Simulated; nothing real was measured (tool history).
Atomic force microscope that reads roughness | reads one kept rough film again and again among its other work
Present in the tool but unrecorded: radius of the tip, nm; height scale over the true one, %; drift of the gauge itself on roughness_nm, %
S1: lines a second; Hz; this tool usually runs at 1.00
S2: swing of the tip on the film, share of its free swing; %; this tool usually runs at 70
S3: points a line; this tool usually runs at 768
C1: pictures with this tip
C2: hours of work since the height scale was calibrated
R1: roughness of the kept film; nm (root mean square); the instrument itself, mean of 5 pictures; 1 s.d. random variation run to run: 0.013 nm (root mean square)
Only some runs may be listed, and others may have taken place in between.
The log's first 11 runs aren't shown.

{"hour": 91.7, "done": "new tip fitted"}
{"run": 12, "hour": 97.6, "S1": 1.0, "S2": 70, "S3": 768, "C1": 15, "C2": 308, "R1": 2.988}
{"run": 13, "hour": 105.1, "S1": 1.0, "S2": 70, "S3": 768, "C1": 34, "C2": 314, "R1": 2.977}
{"run": 14, "hour": 110.6, "S1": 1.0, "S2": 70, "S3": 768, "C1": 48, "C2": 318, "R1": 2.922}
{"run": 15, "hour": 121.4, "S1": 1.0, "S2": 70, "S3": 768, "C1": 75, "C2": 326, "R1": 2.876}
{"run": 16, "hour": 127.0, "S1": 1.0, "S2": 70, "S3": 768, "C1": 89, "C2": 331, "R1": 2.861}
{"run": 17, "hour": 139.5, "S1": 1.0, "S2": 71, "S3": 768, "C1": 120, "C2": 340, "R1": 2.813}
{"run": 18, "hour": 149.4, "S1": 1.0, "S2": 71, "S3": 768, "C1": 145, "C2": 348, "R1": 2.775}
{"run": 19, "hour": 155.5, "S1": 1.0, "S2": 71, "S3": 768, "C1": 161, "C2": 353, "R1": 2.756}
{"run": 20, "hour": 161.0, "S1": 1.79, "S2": 60, "S3": 273, "C1": 175, "C2": 357, "R1": 2.691}
{"run": 21, "hour": 169.9, "S1": 1.07, "S2": 78, "S3": 768, "C1": 197, "C2": 364, "R1": 2.665}
{"hour": 179.0, "done": "new tip fitted"}
{"run": 22, "hour": 180.1, "S1": 1.48, "S2": 68, "S3": 475, "C1": 2, "C2": 372, "R1": 2.951}
{"run": 23, "hour": 186.5, "S1": 1.0, "S2": 87, "S3": 408, "C1": 19, "C2": 377, "R1": 2.848}
{"run": 24, "hour": 194.0, "S1": 1.0, "S2": 81, "S3": 408, "C1": 37, "C2": 382, "R1": 2.858}

Run 25, settings as shown, results not yet in. Your forecast:
{"run": 25, "hour": 202.4, "S1": 2.02, "S2": 76, "S3": 626, "C1": 59, "C2": 389, "R1": "?"}

Logged for run 25: R1 2.767 nm (root mean square).
If the tool had no hidden condition, the same run with the same run-to-run variation would have returned R1 2.875 nm (root mean square).

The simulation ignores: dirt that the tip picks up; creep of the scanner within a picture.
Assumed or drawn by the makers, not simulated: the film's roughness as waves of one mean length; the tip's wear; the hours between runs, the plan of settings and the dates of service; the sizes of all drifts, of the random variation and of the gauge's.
